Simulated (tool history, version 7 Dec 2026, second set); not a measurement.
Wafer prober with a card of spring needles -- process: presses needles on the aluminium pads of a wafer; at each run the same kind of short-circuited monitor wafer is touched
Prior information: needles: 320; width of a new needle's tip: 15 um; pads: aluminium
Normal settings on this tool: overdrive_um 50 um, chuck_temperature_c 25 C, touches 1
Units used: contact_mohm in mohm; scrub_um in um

Run 1, hour 0: usual settings. Result: contact_mohm 193 mohm, scrub_um 6.09 um.
At hour 0.7: tips cleaned on abrasive film.
At hour 4.4: tips cleaned on abrasive film.
At hour 7.8: tips cleaned on abrasive film.
Run 2, hour 7.8: usual settings. Result: contact_mohm 172 mohm, scrub_um 6.14 um.
At hour 11.6: tips cleaned on abrasive film.
Run 3, hour 12.4: usual settings. Result: contact_mohm 178 mohm, scrub_um 6.14 um.
At hour 15.2: tips cleaned on abrasive film.
At hour 18.5: tips cleaned on abrasive film.
Run 4, hour 20.6: usual settings but overdrive_um 49 um. Result: contact_mohm 194 mohm, scrub_um 5.93 um.
At hour 22.2: tips cleaned on abrasive film.
At hour 26: tips cleaned on abrasive film.
Run 5, hour 26.8: usual settings but overdrive_um 49 um. Result: contact_mohm 181 mohm, scrub_um 5.91 um.
At hour 30: tips cleaned on abrasive film.
At hour 33.6: tips cleaned on abrasive film.
At hour 37: tips cleaned on abrasive film.
Run 6, hour 37.5: usual settings but chuck_temperature_c 44 C. Result: contact_mohm 183 mohm, scrub_um 6.07 um.
At hour 40.6: tips cleaned on abrasive film.
Run 7, hour 42.3: usual settings but chuck_temperature_c 44 C. Result: contact_mohm 195 mohm, scrub_um 5.93 um.
At hour 44.5: tips cleaned on abrasive film.
At hour 48.4: tips cleaned on abrasive film.
Run 8, hour 49.3: usual settings but chuck_temperature_c 44 C. Result: contact_mohm 189 mohm, scrub_um 5.97 um.
At hour 52.2: tips cleaned on abrasive film.
Run 9, hour 53.9: usual settings but touches 2. Result: contact_mohm 183 mohm, scrub_um 5.91 um.
At hour 56: tips cleaned on abrasive film.
At hour 59.4: tips cleaned on abrasive film.
Run 10, hour 59.4: usual settings but touches 2. Result: contact_mohm 174 mohm, scrub_um 5.97 um.
At hour 62.9: tips cleaned on abrasive film.
Run 11, hour 64.9: usual settings. Result: contact_mohm 193 mohm, scrub_um 5.82 um.
At hour 66.3: tips cleaned on abrasive film.
At hour 70: tips cleaned on abrasive film.
At hour 72.8: height of the first contact set anew.
Run 12, hour 73.3: usual settings. Result: contact_mohm 194 mohm, scrub_um 6.46 um.
At hour 74.1: tips cleaned on abrasive film.
At hour 77.8: tips cleaned on abrasive film.
Run 13, hour 79.5: usual settings but chuck_temperature_c 50 C. Result: contact_mohm 190 mohm, scrub_um 6.4 um.
At hour 81.2: tips cleaned on abrasive film.
At hour 84.8: tips cleaned on abrasive film.
Run 14, hour 85.8: usual settings but chuck_temperature_c 50 C. Result: contact_mohm 186 mohm, scrub_um 6.34 um.
At hour 88.1: tips cleaned on abrasive film.
Run 15, hour 90.4: usual settings but chuck_temperature_c 50 C. Result: contact_mohm 192 mohm, scrub_um 6.31 um.
At hour 91.9: tips cleaned on abrasive film.
At hour 95.3: tips cleaned on abrasive film.
At hour 98.6: tips cleaned on abrasive film.
Run 16, hour 101.2: usual settings but chuck_temperature_c 49 C. Result: contact_mohm 202 mohm, scrub_um 6.34 um.
At hour 101.9: tips cleaned on abrasive film.
At hour 105.6: tips cleaned on abrasive film.
At hour 109.6: tips cleaned on abrasive film.
Run 17, hour 112: usual settings but chuck_temperature_c 49 C. Result: contact_mohm 195 mohm, scrub_um 6.21 um.
At hour 113.2: tips cleaned on abrasive film.
At hour 116.7: tips cleaned on abrasive film.
Run 18, hour 119.7: usual settings but chuck_temperature_c 38 C, touches 2. Result: contact_mohm 195 mohm, scrub_um 6.32 um.
At hour 120.6: tips cleaned on abrasive film.
At hour 124.1: tips cleaned on abrasive film.
At hour 127.6: tips cleaned on abrasive film.
Run 19, hour 127.6: usual settings but overdrive_um 35 um, chuck_temperature_c 67 C, touches 2. Result: contact_mohm 196 mohm, scrub_um 4.26 um.
At hour 131.2: tips cleaned on abrasive film.
At hour 135.1: tips cleaned on abrasive film.
Run 20, hour 137.2: usual settings but overdrive_um 36 um, chuck_temperature_c 39 C, touches 3. Result: contact_mohm 206 mohm, scrub_um 4.26 um.
At hour 138.9: tips cleaned on abrasive film.
At hour 142.1: tips cleaned on abrasive film.
At hour 145.8: tips cleaned on abrasive film.
Run 21, hour 145.8: usual settings but overdrive_um 36 um, chuck_temperature_c 39 C, touches 3. Result: contact_mohm 191 mohm, scrub_um 4.27 um.
At hour 149.5: tips cleaned on abrasive film.
At hour 152.8: tips cleaned on abrasive film.
Run 22, hour 152.8: usual settings but overdrive_um 36 um, chuck_temperature_c 94 C, touches 3. Result: contact_mohm 203 mohm, scrub_um 4.28 um.
At hour 156.5: tips cleaned on abrasive film.
At hour 160: tips cleaned on abrasive film.
Run 23, hour 160.8: usual settings but touches 3. Result: contact_mohm 175 mohm, scrub_um 6.1 um.
At hour 163.9: tips cleaned on abrasive film.
Run 24, hour 165.5: usual settings but overdrive_um 30 um, chuck_temperature_c 121 C, touches 3. Result: contact_mohm 240 mohm, scrub_um 3.41 um.
At hour 167.4: tips cleaned on abrasive film.
At hour 170.7: tips cleaned on abrasive film.
At hour 174: tips cleaned on abrasive film.
Run 25, hour 175.1: usual settings but overdrive_um 44 um, chuck_temperature_c 66 C. Result: contact_mohm 204 mohm, scrub_um 5.17 um.
At hour 177.5: tips cleaned on abrasive film.
Run 26, hour 180.4: usual settings but overdrive_um 34 um, chuck_temperature_c 66 C. Result: contact_mohm 269 mohm, scrub_um 3.94 um.
At hour 181.2: tips cleaned on abrasive film.
At hour 185.2: tips cleaned on abrasive film.
Run 27, hour 188.2: usual settings but overdrive_um 63 um, chuck_temperature_c 62 C, touches 2. Result: contact_mohm 188 mohm, scrub_um 7.67 um.
At hour 188.8: tips cleaned on abrasive film.
At hour 192.8: tips cleaned on abrasive film.
Run 28, hour 194.3: usual settings but chuck_temperature_c 120 C. Result: contact_mohm 212 mohm, scrub_um 5.88 um.
At hour 196.7: tips cleaned on abrasive film.
At hour 200.7: tips cleaned on abrasive film.
Run 29, hour 202.9: usual settings but chuck_temperature_c 120 C. Result: contact_mohm 221 mohm, scrub_um 5.8 um.

Below, each run's measurement less what the same run would have read without the hidden state. Both values contain the same run-to-run variation, but the gauge's scatter may not be the same in both:
Unlogged tool condition in this case: debris on the tips, nm; way that the needles fall short of the set height, um; tips' diameter, um; drift of the gauge itself on contact_mohm, %; drift of the gauge itself on scrub_um, %.
run  contact_mohm  scrub_um
  1           +26     -0.29
  2            +5     -0.33
  3           +10     -0.34
  4           +24     -0.38
  5           +12      -0.4
  6           +12     -0.45
  7           +20     -0.46
  8           +16      -0.5
  9           +14     -0.51
 10            +5     -0.53
 11           +24     -0.55
 12           +28        +0
 13           +16     -0.03
 14           +12     -0.07
 15           +20     -0.09
 16           +25     -0.14
 17           +23     -0.18
 18           +22     -0.21
 19           +10     -0.26
 20           +23     -0.29
 21            +9     -0.34
 22           +12     -0.38
 23            +9      -0.4
 24           +32     -0.42
 25           +24     -0.46
 26           +75     -0.47
 27           +17      -0.5
 28           +24     -0.53
 29           +31     -0.57

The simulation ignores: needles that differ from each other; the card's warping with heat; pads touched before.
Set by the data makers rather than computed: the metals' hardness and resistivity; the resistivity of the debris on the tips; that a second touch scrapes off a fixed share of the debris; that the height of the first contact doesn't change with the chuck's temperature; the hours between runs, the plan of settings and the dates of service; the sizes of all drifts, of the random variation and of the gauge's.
